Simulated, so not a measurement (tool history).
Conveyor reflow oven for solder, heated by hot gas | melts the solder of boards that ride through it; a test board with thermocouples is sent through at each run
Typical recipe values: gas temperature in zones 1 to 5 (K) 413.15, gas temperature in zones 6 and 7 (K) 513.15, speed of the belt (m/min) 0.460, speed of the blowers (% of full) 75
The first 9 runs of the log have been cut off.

run	hour	gas temperature in zones 1 to 5 (K)	gas temperature in zones 6 and 7 (K)	speed of the belt (m/min)	speed of the blowers (% of full)	hours of work since the flux was cleaned out	hours of work since the belt drive was overhauled	hours of work since the thermocouples were changed	highest temperature of the board (K)	time above the solder's melting point (s)
10	137.7	413.15	513.15	0.460	75	120	497	531	496.45	64.3
11	152.2	413.15	513.15	0.460	75	128	505	539	496.45	64.7
12	171.0	413.15	513.15	0.460	75	138	515	549	496.45	64.4
13	182.1	413.15	513.15	0.469	75	144	521	555	495.65	62.2
14	195.1	413.15	513.15	0.469	75	151	528	562	495.55	62.7
15	207.0	413.15	513.15	0.469	75	158	534	569	495.45	62.5
16	229.0	413.15	519.15	0.402	75	169	546	581	505.85	80.6
# hour 235.3: flux residue cleaned out of gas plates and filters
17	249.0	420.15	525.15	0.518	75	7	554	589	503.35	63.4
18	264.5	420.15	525.15	0.518	75	16	562	597	503.15	63.3
19	284.4	413.15	526.15	0.472	75	26	573	608	506.25	69.2
20	295.9	413.15	526.15	0.428	75	33	579	614	509.65	77.6
# hour 316.8: flux residue cleaned out of gas plates and filters, once more
21	321.6	413.15	526.15	0.428	78	3	590	625	511.65	78.7
22	339.6	413.15	526.15	0.428	78	12	600	635	511.55	78.6
23	353.4	400.15	523.15	0.428	90	20	607	642	509.15	73.5
24	370.1	400.15	523.15	0.428	90	29	616	651	509.15	73.6
25	387.0	403.15	513.15	0.460	77	38	625	660	495.65	60.8
26	401.7	403.15	513.15	0.460	77	46	633	668	495.85	60.6
27	413.8	413.15	513.15	0.451	75	52	640	674	497.65	67.1
28	425.3	413.15	513.15	0.451	75	58	646	681	497.55	67.4
29	439.1	413.15	513.15	0.451	75	66	653	688	497.75	66.6
30	458.1	413.15	513.15	0.451	75	76	664	698	497.35	66.8

Forecast each of these 3 alternatives for the next run:
A	479.1	413.15	513.15	0.389	75	87	675	709	?	?
B	479.1	409.15	513.15	0.451	88	87	675	709	?	?
C	479.1	413.15	513.15	0.460	57	87	675	709	?	?

run	highest temperature of the board (K)	time above the solder's melting point (s)
A	502.05	81.5
B	499.05	66.5
C	492.65	61.7
Stripped of hidden state, with their random variation kept, the same runs would have yielded:
run	highest temperature of the board (K)	time above the solder's melting point (s)
A	501.05	79.4
B	498.15	64.8
C	491.65	59.8

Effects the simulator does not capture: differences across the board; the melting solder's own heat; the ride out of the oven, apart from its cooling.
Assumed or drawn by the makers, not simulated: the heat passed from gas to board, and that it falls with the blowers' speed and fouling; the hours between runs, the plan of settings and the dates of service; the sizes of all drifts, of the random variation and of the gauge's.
